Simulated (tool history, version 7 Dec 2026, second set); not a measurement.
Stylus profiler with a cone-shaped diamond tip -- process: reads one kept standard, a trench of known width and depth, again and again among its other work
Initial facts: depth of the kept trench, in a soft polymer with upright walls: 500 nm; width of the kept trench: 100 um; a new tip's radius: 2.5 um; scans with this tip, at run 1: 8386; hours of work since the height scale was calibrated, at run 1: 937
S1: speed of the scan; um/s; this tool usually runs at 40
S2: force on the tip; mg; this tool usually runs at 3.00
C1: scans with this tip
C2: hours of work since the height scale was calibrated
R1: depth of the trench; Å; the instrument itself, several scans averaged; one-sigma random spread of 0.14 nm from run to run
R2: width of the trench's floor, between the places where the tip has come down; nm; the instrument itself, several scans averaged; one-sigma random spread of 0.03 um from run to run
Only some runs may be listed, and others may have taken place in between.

run 1 hour=0.0 | S1=40 S2=3.00 | C1=8386 C2=937 | R1=5051.2 R2=96160
run 2 hour=24.5 | S1=40 S2=3.00 | C1=8543 C2=955 | R1=5052.2 R2=96130
run 3 hour=44.0 | S1=40 S2=3.00 | C1=8669 C2=969 | R1=5048.1 R2=96100
run 4 hour=66.4 | S1=40 S2=5.59 | C1=8814 C2=985 | R1=5079.8 R2=96210
run 5 hour=87.6 | S1=40 S2=5.59 | C1=8950 C2=1001 | R1=5081.5 R2=96140
run 6 hour=103.2 | S1=40 S2=5.59 | C1=9051 C2=1012 | R1=5079.5 R2=96150
run 7 hour=130.8 | S1=40 S2=3.00 | C1=9229 C2=1032 | R1=5050.3 R2=96080
run 8 hour=162.4 | S1=40 S2=3.00 | C1=9433 C2=1055 | R1=5048.6 R2=96060
run 9 hour=185.3 | S1=40 S2=3.00 | C1=9581 C2=1071 | R1=5048.6 R2=96040
run 10 hour=211.4 | S1=92 S2=3.00 | C1=9750 C2=1090 | R1=5049.1 R2=95780
run 11 hour=228.9 | S1=92 S2=3.00 | C1=9862 C2=1103 | R1=5047.1 R2=95820
run 12 hour=246.2 | S1=92 S2=3.00 | C1=9974 C2=1115 | R1=5047.4 R2=95840
run 13 hour=281.7 | S1=92 S2=3.00 | C1=10203 C2=1141 | R1=5046.5 R2=95750
run 14 hour=307.8 | S1=40 S2=3.00 | C1=10372 C2=1159 | R1=5047.7 R2=95980
run 15 hour=329.4 | S1=40 S2=3.00 | C1=10511 C2=1175 | R1=5047.4 R2=96010
-- hour=332.2 height scale calibrated on a step standard
run 16 hour=354.7 | S1=40 S2=3.00 | C1=10671 C2=16 | R1=5038.6 R2=95950
run 17 hour=387.1 | S1=40 S2=3.00 | C1=10880 C2=40 | R1=5042.7 R2=95950
run 18 hour=422.1 | S1=40 S2=3.00 | C1=11106 C2=65 | R1=5038.6 R2=95890
-- hour=430.6 height scale calibrated on a step standard, once more
run 19 hour=446.5 | S1=39 S2=7.37 | C1=11260 C2=11 | R1=5114.1 R2=96010
run 20 hour=462.0 | S1=39 S2=7.37 | C1=11360 C2=23 | R1=5112.3 R2=96060
run 21 hour=490.1 | S1=39 S2=7.37 | C1=11541 C2=43 | R1=5112.6 R2=96000
run 22 hour=518.4 | S1=24 S2=1.24 | C1=11724 C2=63 | R1=5034.3 R2=95900
run 23 hour=551.4 | S1=24 S2=1.24 | C1=11937 C2=87 | R1=5033.9 R2=95890
run 24 hour=576.9 | S1=24 S2=1.92 | C1=12101 C2=106 | R1=5044.3 R2=95940
run 25 hour=612.1 | S1=24 S2=1.70 | C1=12329 C2=131 | R1=5042.8 R2=95960
run 26 hour=639.7 | S1=24 S2=2.59 | C1=12506 C2=151 | R1=5055.1 R2=95920
run 27 hour=665.5 | S1=24 S2=2.59 | C1=12673 C2=169 | R1=5053.3 R2=95880
run 28 hour=702.2 | S1=17 S2=1.17 | C1=12910 C2=196 | R1=5031.6 R2=95870
run 29 hour=729.1 | S1=28 S2=2.23 | C1=13084 C2=215 | R1=5048.4 R2=95850
run 30 hour=761.8 | S1=64 S2=3.68 | C1=13294 C2=239 | R1=5067.4 R2=95690
run 31 hour=797.4 | S1=64 S2=1.61 | C1=13524 C2=265 | R1=5038.9 R2=95520
run 32 hour=815.4 | S1=83 S2=3.99 | C1=13640 C2=278 | R1=5070.7 R2=95690
run 33 hour=842.9 | S1=40 S2=5.42 | C1=13817 C2=297 | R1=5089.9 R2=95820
run 34 hour=859.0 | S1=40 S2=5.42 | C1=13921 C2=309 | R1=5086.1 R2=95810

What if the next run were any one of these 5? Each begins from the tool's condition after run 34:
run A hour=894.1 | S1=44 S2=4.80 | C1=14148 C2=334 | R1=? R2=?
run B hour=894.1 | S1=14 S2=4.52 | C1=14148 C2=334 | R1=? R2=?
run C hour=894.1 | S1=95 S2=2.75 | C1=14148 C2=334 | R1=? R2=?
run D hour=894.1 | S1=40 S2=2.81 | C1=14148 C2=334 | R1=? R2=?
run E hour=894.1 | S1=44 S2=5.42 | C1=14148 C2=334 | R1=? R2=?

run=A R1=5079.1 R2=95760
run=B R1=5077.0 R2=95900
run=C R1=5052.9 R2=95530
run=D R1=5053.6 R2=95790
run=E R1=5087.7 R2=95790
Had the tool no hidden state, the same runs would have come out as:
run=A R1=5083.9 R2=96820
run=B R1=5081.7 R2=96960
run=C R1=5057.6 R2=96590
run=D R1=5058.4 R2=96860
run=E R1=5092.4 R2=96850

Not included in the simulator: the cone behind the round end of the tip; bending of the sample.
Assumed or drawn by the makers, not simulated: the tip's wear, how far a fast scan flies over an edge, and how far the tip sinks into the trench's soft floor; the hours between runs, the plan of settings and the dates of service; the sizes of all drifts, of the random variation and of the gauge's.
